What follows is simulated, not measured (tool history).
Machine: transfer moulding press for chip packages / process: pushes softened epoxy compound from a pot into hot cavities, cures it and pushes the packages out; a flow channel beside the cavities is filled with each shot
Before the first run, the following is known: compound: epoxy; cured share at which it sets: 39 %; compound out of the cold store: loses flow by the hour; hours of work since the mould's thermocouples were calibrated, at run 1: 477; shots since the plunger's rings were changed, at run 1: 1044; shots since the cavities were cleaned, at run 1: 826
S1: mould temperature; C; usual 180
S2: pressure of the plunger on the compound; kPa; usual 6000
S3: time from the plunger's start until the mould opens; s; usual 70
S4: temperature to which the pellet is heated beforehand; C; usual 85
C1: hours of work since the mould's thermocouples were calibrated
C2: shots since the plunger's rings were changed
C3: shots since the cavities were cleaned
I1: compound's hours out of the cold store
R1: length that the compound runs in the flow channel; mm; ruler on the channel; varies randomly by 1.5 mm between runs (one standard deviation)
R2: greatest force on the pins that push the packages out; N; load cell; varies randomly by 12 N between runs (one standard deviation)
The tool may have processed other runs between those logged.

run,hour,S1,S2,S3,S4,C1,C2,C3,I1,R1,R2
1,0.0,180,6000,70,85,477,1044,826,35.8,564,955
# hour 10.6: cavities cleaned with cleaning compound and waxed
2,38.8,180,6000,70,85,494,1422,286,24.0,577,813
# hour 98.2: cavities cleaned with cleaning compound and waxed
3,106.0,180,6000,76,85,524,2089,79,32.1,558,595
4,172.2,180,6000,76,85,555,2760,750,24.6,564,903
# hour 188.7: plunger's sealing rings changed
# hour 190.2: cavities cleaned with cleaning compound and waxed
5,208.6,180,6000,76,85,569,186,186,30.3,578,677
6,275.1,180,6000,76,85,600,861,861,24.6,580,888
# hour 280.6: cavities cleaned with cleaning compound and waxed
7,337.1,180,6000,70,85,628,1474,573,10.5,601,907
# hour 370.4: cavities cleaned with cleaning compound and waxed
8,377.0,180,6000,70,85,646,1864,67,44.5,538,603
9,432.9,180,6180,70,85,671,2431,634,16.9,585,904
# hour 457.8: cavities cleaned with cleaning compound and waxed
# hour 481.5: plunger's sealing rings changed
10,486.3,180,6180,70,85,694,48,263,22.1,600,763
# hour 551.0: cavities cleaned with cleaning compound and waxed
11,556.1,180,6180,70,85,725,741,52,15.2,606,591
12,586.0,180,6180,70,85,739,1045,356,20.6,597,797
13,631.6,180,6000,70,94,760,1506,817,12.4,597,976
# hour 643.5: cavities cleaned with cleaning compound and waxed
14,684.1,184,6000,70,80,784,2025,413,33.1,548,757
# hour 692.8: mould's thermocouples calibrated
15,730.1,184,5810,63,83,17,2471,859,21.0,555,900
# hour 735.4: cavities cleaned with cleaning compound and waxed
# hour 775.8: plunger's sealing rings changed
16,775.8,183,4920,61,92,36,0,385,45.0,494,831
# hour 825.3: cavities cleaned with cleaning compound and waxed
17,829.0,183,4920,61,92,60,524,37,37.6,502,562
18,897.7,182,4920,70,75,92,1221,734,19.5,529,880
# hour 913.5: cavities cleaned with cleaning compound and waxed
# hour 928.9: mould's thermocouples calibrated, once more
19,951.8,188,5470,53,85,11,1735,369,21.2,542,936
# hour 1004.1: cavities cleaned with cleaning compound and waxed
20,1004.1,188,5470,53,85,34,2249,0,38.2,510,576
21,1047.2,182,5430,96,92,54,2687,438,34.9,524,734
# hour 1069.3: plunger's sealing rings changed
22,1091.1,186,7060,68,77,73,221,858,44.8,591,884
# hour 1099.3: cavities cleaned with cleaning compound and waxed
23,1147.6,178,6900,87,88,98,779,490,35.1,619,801
# hour 1189.9: cavities cleaned with cleaning compound and waxed
24,1192.1,173,7190,87,88,118,1215,23,23.0,665,605
25,1242.5,188,5120,67,80,141,1726,534,39.8,496,805
# hour 1277.7: cavities cleaned with cleaning compound and waxed
26,1313.7,177,6610,105,77,173,2433,365,24.0,612,731

Below are 5 alternative next runs, each starting from the tool's condition after run 26. Predict each:
# hour 1362.5: plunger's sealing rings changed
# hour 1367.5: cavities cleaned with cleaning compound and waxed
A,1383.3,184,6620,70,88,203,196,160,30.8,?,?
# hour 1362.5: plunger's sealing rings changed
# hour 1367.5: cavities cleaned with cleaning compound and waxed
B,1383.3,172,6720,105,82,203,196,160,26.8,?,?
# hour 1362.5: plunger's sealing rings changed
# hour 1367.5: cavities cleaned with cleaning compound and waxed
C,1383.3,173,7230,70,77,203,196,160,33.7,?,?
# hour 1362.5: plunger's sealing rings changed
# hour 1367.5: cavities cleaned with cleaning compound and waxed
D,1383.3,187,6610,91,79,203,196,160,31.7,?,?
# hour 1362.5: plunger's sealing rings changed
# hour 1367.5: cavities cleaned with cleaning compound and waxed
E,1383.3,178,6000,70,85,203,196,160,20.0,?,?

run,R1,R2
A,600,665
B,649,657
C,657,1189
D,587,645
E,606,825
Had the tool no hidden state, the same runs would have come out as:
run,R1,R2
A,603,485
B,653,480
C,661,893
D,590,467
E,609,615
